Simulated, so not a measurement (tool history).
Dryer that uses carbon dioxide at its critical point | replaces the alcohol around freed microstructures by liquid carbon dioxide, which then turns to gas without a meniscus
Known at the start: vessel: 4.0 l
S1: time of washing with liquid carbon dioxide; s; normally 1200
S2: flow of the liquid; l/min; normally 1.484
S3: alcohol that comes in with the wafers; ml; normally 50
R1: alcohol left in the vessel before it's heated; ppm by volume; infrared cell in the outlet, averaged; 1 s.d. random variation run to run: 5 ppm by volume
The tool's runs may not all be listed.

Run 1, day 0: usual settings. Result: R1 81 ppm by volume.
Run 2, day 0.417: usual settings. Result: R1 77 ppm by volume.
Run 3, day 0.925: usual settings but S3 63 ml. Result: R1 87 ppm by volume.
Run 4, day 1.362: usual settings but S3 92 ml. Result: R1 113 ppm by volume.
Run 5, day 1.833: usual settings. Result: R1 88 ppm by volume.
Run 6, day 2.188: usual settings but S3 41 ml. Result: R1 78 ppm by volume.
Run 7, day 2.588: usual settings but S3 41 ml. Result: R1 87 ppm by volume.
Run 8, day 3.104: usual settings but S3 21 ml. Result: R1 82 ppm by volume.
Run 9, day 3.371: usual settings but S2 1.37 l/min. Result: R1 108 ppm by volume.
Run 10, day 3.933: usual settings but S2 1.37 l/min. Result: R1 110 ppm by volume.
Run 11, day 4.488: usual settings but S2 1.02 l/min. Result: R1 268 ppm by volume.
Run 12, day 5.025: usual settings but S2 1.02 l/min. Result: R1 259 ppm by volume.
Run 13, day 5.292: usual settings but S2 2.1 l/min. Result: R1 78 ppm by volume.
Run 14, day 5.608: usual settings but S2 2.1 l/min. Result: R1 77 ppm by volume.
Run 15, day 6.1: usual settings but S2 2.1 l/min. Result: R1 89 ppm by volume.
Run 16, day 6.412: usual settings but S1 780 s, S3 51 ml. Result: R1 294 ppm by volume.
Run 17, day 6.738: usual settings but S1 1140 s, S2 2.45 l/min, S3 46 ml. Result: R1 84 ppm by volume.
Run 18, day 7.025: usual settings but S1 840 s, S2 1.43 l/min, S3 47 ml. Result: R1 259 ppm by volume.
At day 7.475: inlet filter changed.
Run 19, day 7.596: usual settings but S2 1.88 l/min, S3 42 ml. Result: R1 94 ppm by volume.
Run 20, day 7.921: usual settings but S2 1.88 l/min, S3 42 ml. Result: R1 94 ppm by volume.
Run 21, day 8.412: usual settings but S1 720 s. Result: R1 259 ppm by volume.
Run 22, day 8.792: usual settings but S2 1.96 l/min, S3 46 ml. Result: R1 76 ppm by volume.
Run 23, day 9.075: usual settings but S2 1.96 l/min, S3 46 ml. Result: R1 97 ppm by volume.
Run 24, day 9.371: usual settings but S3 23 ml. Result: R1 90 ppm by volume.
Run 25, day 9.9: usual settings but S3 23 ml. Result: R1 90 ppm by volume.
Run 26, day 10.279: usual settings but S1 1680 s, S2 1.77 l/min, S3 23 ml. Result: R1 94 ppm by volume.
Run 27, day 10.717: usual settings but S1 1560 s, S2 1.77 l/min, S3 23 ml. Result: R1 104 ppm by volume.
Run 28, day 11.15: usual settings but S1 1260 s, S3 70 ml. Result: R1 107 ppm by volume.

Predict each of these 3 candidate next runs independently; none follows another, all start after run 28:
Run A, day 11.442: usual settings but S3 95 ml. Result: R1 ?.
Run B, day 11.442: usual settings but S1 1920 s, S2 1.75 l/min, S3 38 ml. Result: R1 ?.
Run C, day 11.442: usual settings but S1 1140 s, S2 1.26 l/min, S3 28 ml. Result: R1 ?.

run   R1
  A  123
  B  103
  C  122
With no hidden state in the tool, these same runs would have given:
run  R1
  A  27
  B   5
  C  23
